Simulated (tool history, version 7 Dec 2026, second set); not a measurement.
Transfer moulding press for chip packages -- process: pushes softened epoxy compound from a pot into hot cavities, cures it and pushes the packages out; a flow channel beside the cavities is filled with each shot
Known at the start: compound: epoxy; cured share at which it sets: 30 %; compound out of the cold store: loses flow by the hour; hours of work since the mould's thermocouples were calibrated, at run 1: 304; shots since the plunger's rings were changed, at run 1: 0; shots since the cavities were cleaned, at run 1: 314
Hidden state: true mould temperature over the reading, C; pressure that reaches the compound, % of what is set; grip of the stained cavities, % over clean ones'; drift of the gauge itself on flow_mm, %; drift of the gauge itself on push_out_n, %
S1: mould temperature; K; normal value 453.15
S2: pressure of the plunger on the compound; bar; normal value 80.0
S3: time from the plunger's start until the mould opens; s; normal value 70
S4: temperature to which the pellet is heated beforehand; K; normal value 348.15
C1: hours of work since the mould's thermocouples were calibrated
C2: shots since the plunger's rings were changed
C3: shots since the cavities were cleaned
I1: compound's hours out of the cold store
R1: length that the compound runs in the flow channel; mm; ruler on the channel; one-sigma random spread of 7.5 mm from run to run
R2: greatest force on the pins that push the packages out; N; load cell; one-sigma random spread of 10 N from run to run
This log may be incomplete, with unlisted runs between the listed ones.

{"run": 1, "hour": 0.0, "S1": 453.15, "S2": 80.0, "S3": 70, "S4": 348.15, "C1": 304, "C2": 0, "C3": 314, "I1": 34.1, "R1": 879, "R2": 731}
{"hour": 31.1, "done": "cavities cleaned with cleaning compound and waxed"}
{"run": 2, "hour": 38.7, "S1": 458.15, "S2": 80.0, "S3": 70, "S4": 348.15, "C1": 327, "C2": 566, "C3": 116, "I1": 37.6, "R1": 852, "R2": 820}
{"hour": 82.5, "done": "cavities cleaned with cleaning compound and waxed"}
{"run": 3, "hour": 82.5, "S1": 458.15, "S2": 80.0, "S3": 70, "S4": 348.15, "C1": 353, "C2": 1209, "C3": 1, "I1": 16.3, "R1": 923, "R2": 394}
{"hour": 133.0, "done": "cavities cleaned with cleaning compound and waxed"}
{"run": 4, "hour": 170.7, "S1": 458.15, "S2": 80.0, "S3": 70, "S4": 348.15, "C1": 407, "C2": 2525, "C3": 573, "I1": 12.7, "R1": 916, "R2": 665}
{"hour": 184.2, "done": "cavities cleaned with cleaning compound and waxed"}
{"hour": 237.2, "done": "cavities cleaned with cleaning compound and waxed"}
{"run": 5, "hour": 246.2, "S1": 458.15, "S2": 80.0, "S3": 70, "S4": 348.15, "C1": 451, "C2": 3626, "C3": 137, "I1": 31.0, "R1": 808, "R2": 506}
{"hour": 289.7, "done": "cavities cleaned with cleaning compound and waxed"}
{"run": 6, "hour": 322.4, "S1": 458.15, "S2": 80.0, "S3": 70, "S4": 348.15, "C1": 497, "C2": 4761, "C3": 497, "I1": 13.7, "R1": 871, "R2": 692}
{"hour": 340.2, "done": "cavities cleaned with cleaning compound and waxed"}
{"run": 7, "hour": 361.3, "S1": 458.15, "S2": 80.0, "S3": 70, "S4": 348.15, "C1": 520, "C2": 5329, "C3": 320, "I1": 25.8, "R1": 805, "R2": 601}
{"hour": 392.5, "done": "cavities cleaned with cleaning compound and waxed"}
{"hour": 423.5, "done": "plunger's sealing rings changed"}
{"hour": 448.2, "done": "cavities cleaned with cleaning compound and waxed"}
{"run": 8, "hour": 448.2, "S1": 456.15, "S2": 80.0, "S3": 70, "S4": 348.15, "C1": 571, "C2": 352, "C3": 0, "I1": 23.9, "R1": 907, "R2": 436}
{"hour": 497.4, "done": "cavities cleaned with cleaning compound and waxed"}
{"run": 9, "hour": 497.4, "S1": 453.15, "S2": 80.0, "S3": 66, "S4": 348.15, "C1": 600, "C2": 1076, "C3": 0, "I1": 44.9, "R1": 841, "R2": 500}
{"hour": 505.9, "done": "cavities cleaned with cleaning compound and waxed, once more"}
{"hour": 557.3, "done": "cavities cleaned with cleaning compound and waxed"}
{"run": 10, "hour": 574.9, "S1": 453.15, "S2": 80.0, "S3": 66, "S4": 348.15, "C1": 646, "C2": 2208, "C3": 266, "I1": 15.5, "R1": 916, "R2": 822}
{"hour": 608.8, "done": "cavities cleaned with cleaning compound and waxed"}
{"run": 11, "hour": 619.0, "S1": 453.15, "S2": 80.0, "S3": 66, "S4": 348.15, "C1": 672, "C2": 2856, "C3": 156, "I1": 19.4, "R1": 905, "R2": 743}
{"hour": 658.9, "done": "cavities cleaned with cleaning compound and waxed"}
{"hour": 709.3, "done": "cavities cleaned with cleaning compound and waxed"}
{"run": 12, "hour": 712.4, "S1": 453.15, "S2": 80.0, "S3": 66, "S4": 348.15, "C1": 728, "C2": 4229, "C3": 47, "I1": 27.4, "R1": 839, "R2": 574}
{"run": 13, "hour": 754.8, "S1": 453.15, "S2": 80.0, "S3": 66, "S4": 348.15, "C1": 754, "C2": 4873, "C3": 691, "I1": 36.9, "R1": 790, "R2": 1024}
{"hour": 761.5, "done": "cavities cleaned with cleaning compound and waxed"}
{"hour": 814.2, "done": "cavities cleaned with cleaning compound and waxed"}
{"run": 14, "hour": 820.8, "S1": 453.15, "S2": 62.8, "S3": 104, "S4": 348.15, "C1": 793, "C2": 5830, "C3": 100, "I1": 46.7, "R1": 659, "R2": 451}
{"hour": 845.9, "done": "plunger's sealing rings changed"}
{"hour": 870.9, "done": "cavities cleaned with cleaning compound and waxed"}
{"hour": 883.9, "done": "mould's thermocouples calibrated"}
{"run": 15, "hour": 883.9, "S1": 454.15, "S2": 82.3, "S3": 75, "S4": 345.15, "C1": 0, "C2": 525, "C3": 169, "I1": 27.9, "R1": 933, "R2": 571}
{"hour": 925.4, "done": "cavities cleaned with cleaning compound and waxed"}
{"run": 16, "hour": 967.2, "S1": 455.15, "S2": 73.0, "S3": 75, "S4": 345.15, "C1": 50, "C2": 1767, "C3": 635, "I1": 32.2, "R1": 810, "R2": 742}
{"hour": 979.9, "done": "cavities cleaned with cleaning compound and waxed"}
{"hour": 1036.4, "done": "cavities cleaned with cleaning compound and waxed"}
{"run": 17, "hour": 1040.4, "S1": 457.15, "S2": 83.8, "S3": 75, "S4": 345.15, "C1": 94, "C2": 2833, "C3": 60, "I1": 46.6, "R1": 808, "R2": 436}
{"hour": 1088.3, "done": "cavities cleaned with cleaning compound and waxed"}
{"run": 18, "hour": 1128.9, "S1": 457.15, "S2": 83.8, "S3": 75, "S4": 345.15, "C1": 147, "C2": 4155, "C3": 617, "I1": 9.1, "R1": 908, "R2": 712}
{"hour": 1138.0, "done": "cavities cleaned with cleaning compound and waxed"}
{"hour": 1189.3, "done": "cavities cleaned with cleaning compound and waxed"}
{"run": 19, "hour": 1189.3, "S1": 457.15, "S2": 83.8, "S3": 75, "S4": 345.15, "C1": 183, "C2": 5027, "C3": 0, "I1": 43.0, "R1": 772, "R2": 389}
{"hour": 1242.0, "done": "cavities cleaned with cleaning compound and waxed"}
{"hour": 1272.3, "done": "plunger's sealing rings changed"}
{"run": 20, "hour": 1273.8, "S1": 453.15, "S2": 77.8, "S3": 61, "S4": 348.15, "C1": 232, "C2": 23, "C3": 445, "I1": 42.0, "R1": 836, "R2": 1056}
{"hour": 1295.4, "done": "cavities cleaned with cleaning compound and waxed"}
{"run": 21, "hour": 1318.7, "S1": 450.15, "S2": 88.1, "S3": 55, "S4": 341.15, "C1": 259, "C2": 682, "C3": 354, "I1": 32.4, "R1": 943, "R2": 1703}
{"hour": 1346.4, "done": "cavities cleaned with cleaning compound and waxed"}
{"hour": 1395.8, "done": "cavities cleaned with cleaning compound and waxed"}
{"run": 22, "hour": 1405.2, "S1": 452.15, "S2": 88.1, "S3": 55, "S4": 341.15, "C1": 311, "C2": 1950, "C3": 143, "I1": 47.8, "R1": 841, "R2": 1256}
{"hour": 1448.3, "done": "cavities cleaned with cleaning compound and waxed"}
{"run": 23, "hour": 1492.2, "S1": 456.15, "S2": 71.9, "S3": 84, "S4": 346.15, "C1": 363, "C2": 3249, "C3": 666, "I1": 44.7, "R1": 738, "R2": 702}
{"hour": 1498.9, "done": "cavities cleaned with cleaning compound and waxed"}
{"hour": 1552.1, "done": "cavities cleaned with cleaning compound and waxed"}
{"run": 24, "hour": 1577.2, "S1": 454.15, "S2": 71.9, "S3": 58, "S4": 346.15, "C1": 414, "C2": 4495, "C3": 382, "I1": 16.5, "R1": 820, "R2": 1173}
{"hour": 1602.7, "done": "cavities cleaned with cleaning compound and waxed"}
{"hour": 1652.5, "done": "cavities cleaned with cleaning compound and waxed"}
{"run": 25, "hour": 1652.5, "S1": 454.15, "S2": 80.5, "S3": 58, "S4": 346.15, "C1": 458, "C2": 5594, "C3": 0, "I1": 14.4, "R1": 856, "R2": 733}

Alternative continuations, all from the tool just after run 25; predict every row:
{"hour": 1693.7, "done": "plunger's sealing rings changed"}
{"hour": 1706.4, "done": "cavities cleaned with cleaning compound and waxed"}
{"run": "A", "hour": 1727.2, "S1": 453.15, "S2": 80.0, "S3": 70, "S4": 345.15, "C1": 502, "C2": 486, "C3": 317, "I1": 45.5, "R1": "?", "R2": "?"}
{"hour": 1693.7, "done": "plunger's sealing rings changed"}
{"hour": 1706.4, "done": "cavities cleaned with cleaning compound and waxed"}
{"run": "B", "hour": 1727.2, "S1": 453.15, "S2": 80.0, "S3": 70, "S4": 354.15, "C1": 502, "C2": 486, "C3": 317, "I1": 28.7, "R1": "?", "R2": "?"}
{"hour": 1693.7, "done": "plunger's sealing rings changed"}
{"hour": 1706.4, "done": "cavities cleaned with cleaning compound and waxed"}
{"run": "C", "hour": 1727.2, "S1": 453.15, "S2": 90.6, "S3": 70, "S4": 348.15, "C1": 502, "C2": 486, "C3": 317, "I1": 36.7, "R1": "?", "R2": "?"}
{"hour": 1693.7, "done": "plunger's sealing rings changed"}
{"hour": 1706.4, "done": "cavities cleaned with cleaning compound and waxed"}
{"run": "D", "hour": 1727.2, "S1": 453.15, "S2": 80.0, "S3": 107, "S4": 348.15, "C1": 502, "C2": 486, "C3": 317, "I1": 36.4, "R1": "?", "R2": "?"}

run=A R1=836 R2=736
run=B R1=901 R2=732
run=C R1=910 R2=734
run=D R1=868 R2=566
Take away the tool's hidden state, keep each run's random variation, and the runs would have read:
run=A R1=844 R2=464
run=B R1=910 R2=461
run=C R1=918 R2=460
run=D R1=876 R2=368
